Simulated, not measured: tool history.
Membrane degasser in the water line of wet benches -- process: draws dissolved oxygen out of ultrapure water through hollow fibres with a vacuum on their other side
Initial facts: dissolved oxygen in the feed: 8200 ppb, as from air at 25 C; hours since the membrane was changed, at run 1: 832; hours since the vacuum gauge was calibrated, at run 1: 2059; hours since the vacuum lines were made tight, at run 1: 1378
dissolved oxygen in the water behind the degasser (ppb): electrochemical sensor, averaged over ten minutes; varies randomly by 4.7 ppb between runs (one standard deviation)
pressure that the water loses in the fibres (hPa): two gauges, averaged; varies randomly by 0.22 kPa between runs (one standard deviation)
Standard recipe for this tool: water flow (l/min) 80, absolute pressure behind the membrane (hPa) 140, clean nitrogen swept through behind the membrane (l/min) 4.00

run,hour,water flow (l/min),absolute pressure behind the membrane (hPa),clean nitrogen swept through behind the membrane (l/min),hours since the membrane was changed,hours since the vacuum gauge was calibrated,hours since the vacuum lines were made tight,dissolved oxygen in the water behind the degasser (ppb),pressure that the water loses in the fibres (hPa)
1,0.0,80,140,4.00,832,2059,1378,519.3,519.1
2,44.4,80,140,4.00,876,2104,1422,507.9,522.0
3,88.2,80,140,4.00,920,2148,1466,521.2,516.9
4,121.7,80,272,4.00,954,2181,1499,1011.4,520.6
5,164.3,80,272,4.00,996,2224,1542,1029.9,520.0
6,191.8,80,272,4.00,1024,2251,1569,1022.7,519.2
# hour 195.3: vacuum gauge calibrated
7,241.3,80,272,4.00,1073,46,1618,1028.6,522.2
8,265.9,64,94,4.00,1097,71,1643,263.4,419.6
9,306.1,64,94,4.00,1138,111,1683,267.8,419.6
10,338.6,57,101,4.00,1170,143,1716,257.6,373.4
# hour 368.2: vacuum gauge calibrated, once more
11,379.9,113,217,2.11,1211,12,1756,1680.8,734.8
12,415.3,113,217,2.11,1246,47,1792,1666.2,735.5
13,461.9,99,138,6.29,1293,94,1838,440.5,646.6

Here are 4 independent what-if runs from the current tool condition. What would each one return?
A,491.4,76,309,9.64,1322,123,1868,?,?
B,491.4,112,113,2.40,1322,123,1868,?,?
C,491.4,80,170,4.00,1322,123,1868,?,?
D,491.4,64,244,10.42,1322,123,1868,?,?

run,dissolved oxygen in the water behind the degasser (ppb),pressure that the water loses in the fibres (hPa)
A,536.7,497.5
B,775.3,733.9
C,625.6,530.1
D,339.0,415.8
Had the tool no hidden state, the same runs would have come out as:
run,dissolved oxygen in the water behind the degasser (ppb),pressure that the water loses in the fibres (hPa)
A,532.0,488.6
B,766.4,720.6
C,620.1,520.6
D,335.3,408.2
